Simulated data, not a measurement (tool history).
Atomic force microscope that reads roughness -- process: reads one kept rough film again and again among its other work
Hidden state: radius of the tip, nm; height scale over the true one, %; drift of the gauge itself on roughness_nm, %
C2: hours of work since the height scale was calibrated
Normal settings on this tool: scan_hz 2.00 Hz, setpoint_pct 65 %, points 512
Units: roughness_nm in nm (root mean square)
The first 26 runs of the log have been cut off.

{"hour": 1358.0, "done": "new tip fitted"}
{"hour": 1394.0, "done": "new tip fitted"}
{"run": 27, "hour": 1399.0, "scan_hz": 2.04, "setpoint_pct": 74, "points": 477, "pictures with this tip": 12, "C2": 121, "roughness_nm": 1.396}
{"hour": 1425.3, "done": "new tip fitted"}
{"run": 28, "hour": 1446.0, "scan_hz": 2.04, "setpoint_pct": 74, "points": 477, "pictures with this tip": 51, "C2": 158, "roughness_nm": 1.049}
{"hour": 1461.6, "done": "new tip fitted"}
{"hour": 1493.4, "done": "new tip fitted"}
{"run": 29, "hour": 1511.0, "scan_hz": 0.86, "setpoint_pct": 64, "points": 374, "pictures with this tip": 44, "C2": 208, "roughness_nm": 1.214}
{"hour": 1526.8, "done": "new tip fitted"}
{"run": 30, "hour": 1548.0, "scan_hz": 0.86, "setpoint_pct": 64, "points": 374, "pictures with this tip": 52, "C2": 237, "roughness_nm": 1.223}
{"hour": 1560.8, "done": "new tip fitted"}
{"hour": 1596.1, "done": "new tip fitted"}
{"run": 31, "hour": 1620.5, "scan_hz": 1.61, "setpoint_pct": 79, "points": 512, "pictures with this tip": 61, "C2": 293, "roughness_nm": 1.047}
{"hour": 1627.4, "done": "new tip fitted"}
{"run": 32, "hour": 1652.7, "scan_hz": 1.75, "setpoint_pct": 65, "points": 383, "pictures with this tip": 63, "C2": 318, "roughness_nm": 1.115}
{"hour": 1660.2, "done": "new tip fitted"}
{"hour": 1694.3, "done": "new tip fitted"}
{"run": 33, "hour": 1722.8, "scan_hz": 3.66, "setpoint_pct": 65, "points": 512, "pictures with this tip": 70, "C2": 372, "roughness_nm": 1.007}
{"hour": 1726.6, "done": "new tip fitted"}
{"hour": 1761.6, "done": "new tip fitted"}
{"run": 34, "hour": 1785.2, "scan_hz": 3.66, "setpoint_pct": 65, "points": 512, "pictures with this tip": 58, "C2": 420, "roughness_nm": 0.999}
{"hour": 1795.7, "done": "new tip fitted"}
{"run": 35, "hour": 1823.2, "scan_hz": 3.66, "setpoint_pct": 65, "points": 512, "pictures with this tip": 67, "C2": 450, "roughness_nm": 0.96}
{"hour": 1829.6, "done": "new tip fitted"}
{"run": 36, "hour": 1855.1, "scan_hz": 2.27, "setpoint_pct": 76, "points": 466, "pictures with this tip": 63, "C2": 475, "roughness_nm": 1.017}
{"hour": 1866.3, "done": "new tip fitted"}
{"run": 37, "hour": 1894.5, "scan_hz": 1.36, "setpoint_pct": 65, "points": 368, "pictures with this tip": 69, "C2": 505, "roughness_nm": 1.086}
{"hour": 1899.4, "done": "new tip fitted"}
{"hour": 1932.5, "done": "new tip fitted"}
{"run": 38, "hour": 1942.9, "scan_hz": 1.36, "setpoint_pct": 65, "points": 368, "pictures with this tip": 26, "C2": 542, "roughness_nm": 1.346}
{"hour": 1963.5, "done": "new tip fitted"}
{"hour": 1996.5, "done": "new tip fitted"}
{"run": 39, "hour": 1997.6, "scan_hz": 0.62, "setpoint_pct": 72, "points": 262, "pictures with this tip": 3, "C2": 585, "roughness_nm": 1.606}
{"hour": 2029.1, "done": "new tip fitted"}
{"run": 40, "hour": 2055.2, "scan_hz": 0.62, "setpoint_pct": 72, "points": 262, "pictures with this tip": 65, "C2": 629, "roughness_nm": 1.107}
{"hour": 2062.3, "done": "new tip fitted"}
{"hour": 2097.3, "done": "new tip fitted"}
{"run": 41, "hour": 2110.9, "scan_hz": 2.32, "setpoint_pct": 65, "points": 264, "pictures with this tip": 34, "C2": 672, "roughness_nm": 1.236}
{"hour": 2129.7, "done": "new tip fitted"}
{"hour": 2164.7, "done": "new tip fitted"}
{"run": 42, "hour": 2178.4, "scan_hz": 2.14, "setpoint_pct": 58, "points": 313, "pictures with this tip": 34, "C2": 725, "roughness_nm": 1.314}
{"hour": 2201.5, "done": "new tip fitted"}
{"hour": 2236.0, "done": "new tip fitted"}
{"run": 43, "hour": 2252.8, "scan_hz": 2.14, "setpoint_pct": 58, "points": 313, "pictures with this tip": 41, "C2": 782, "roughness_nm": 1.248}
{"hour": 2269.2, "done": "new tip fitted"}
{"run": 44, "hour": 2294.9, "scan_hz": 2.0, "setpoint_pct": 65, "points": 414, "pictures with this tip": 64, "C2": 815, "roughness_nm": 1.048}
{"hour": 2302.3, "done": "new tip fitted"}
{"hour": 2334.0, "done": "new tip fitted"}
{"run": 45, "hour": 2335.9, "scan_hz": 1.01, "setpoint_pct": 87, "points": 421, "pictures with this tip": 5, "C2": 847, "roughness_nm": 1.479}

Below are 5 alternative next runs, each starting from the tool's condition after run 45. Predict each:
{"hour": 2367.1, "done": "new tip fitted"}
{"hour": 2399.8, "done": "new tip fitted"}
{"run": "A", "hour": 2399.8, "scan_hz": 2.0, "setpoint_pct": 65, "points": 737, "pictures with this tip": 0, "C2": 896, "roughness_nm": "?"}
{"hour": 2367.1, "done": "new tip fitted"}
{"hour": 2399.8, "done": "new tip fitted"}
{"run": "B", "hour": 2399.8, "scan_hz": 2.38, "setpoint_pct": 60, "points": 421, "pictures with this tip": 0, "C2": 896, "roughness_nm": "?"}
{"hour": 2367.1, "done": "new tip fitted"}
{"hour": 2399.8, "done": "new tip fitted"}
{"run": "C", "hour": 2399.8, "scan_hz": 1.01, "setpoint_pct": 68, "points": 688, "pictures with this tip": 0, "C2": 896, "roughness_nm": "?"}
{"hour": 2367.1, "done": "new tip fitted"}
{"hour": 2399.8, "done": "new tip fitted"}
{"run": "D", "hour": 2399.8, "scan_hz": 2.0, "setpoint_pct": 84, "points": 618, "pictures with this tip": 0, "C2": 896, "roughness_nm": "?"}
{"hour": 2367.1, "done": "new tip fitted"}
{"hour": 2399.8, "done": "new tip fitted"}
{"run": "E", "hour": 2399.8, "scan_hz": 1.01, "setpoint_pct": 66, "points": 421, "pictures with this tip": 0, "C2": 896, "roughness_nm": "?"}

run=A roughness_nm=1.617
run=B roughness_nm=1.615
run=C roughness_nm=1.666
run=D roughness_nm=1.425
run=E roughness_nm=1.654
Stripped of hidden state, with their random variation kept, the same runs would have yielded:
run=A roughness_nm=1.628
run=B roughness_nm=1.626
run=C roughness_nm=1.677
run=D roughness_nm=1.435
run=E roughness_nm=1.665
